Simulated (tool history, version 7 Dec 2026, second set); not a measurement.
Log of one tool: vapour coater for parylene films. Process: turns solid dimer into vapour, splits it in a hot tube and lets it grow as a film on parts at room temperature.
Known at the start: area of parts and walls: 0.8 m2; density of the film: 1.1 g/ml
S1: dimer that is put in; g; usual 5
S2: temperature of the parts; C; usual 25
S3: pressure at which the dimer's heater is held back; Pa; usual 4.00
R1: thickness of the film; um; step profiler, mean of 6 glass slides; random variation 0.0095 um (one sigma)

| run | day | S1 | S2 | S3 | R1 |
|---|---|---|---|---|---|
| 1 | 0.000 | 5 | 25 | 4.00 | 3.134 |
| 2 | 0.350 | 5 | 32 | 4.00 | 2.339 |
| 3 | 0.854 | 5 | 32 | 4.00 | 2.342 |
| 4 | 1.688 | 5 | 25 | 4.00 | 3.120 |
| 5 | 2.129 | 5 | 25 | 4.00 | 3.126 |
| 6 | 2.596 | 4 | 25 | 4.00 | 2.505 |
| 7 | 3.367 | 4 | 25 | 4.00 | 2.503 |
| 8 | 3.954 | 7 | 31 | 8.43 | 3.135 |
| 9 | 4.629 | 4 | 25 | 9.58 | 2.254 |
| 10 | 5.042 | 4 | 25 | 9.58 | 2.262 |
| 11 | 5.767 | 5 | 25 | 9.58 | 2.830 |
| 12 | 6.188 | 8 | 25 | 2.24 | 5.362 |
| 13 | 6.958 | 3 | 25 | 5.60 | 1.794 |
| 14 | 7.712 | 2 | 25 | 5.60 | 1.204 |

Forecast each of these 3 alternatives for the next run:
| A | 8.275 | 3 | 32 | 6.16 | ? |
| B | 8.275 | 3 | 23 | 4.00 | ? |
| C | 8.275 | 2 | 28 | 6.97 | ? |

| run | R1 |
|---|---|
| A | 1.342 |
| B | 2.037 |
| C | 1.032 |
Without the tool's hidden state the same runs would have given:
| run | R1 |
|---|---|
| A | 1.343 |
| B | 2.038 |
| C | 1.032 |
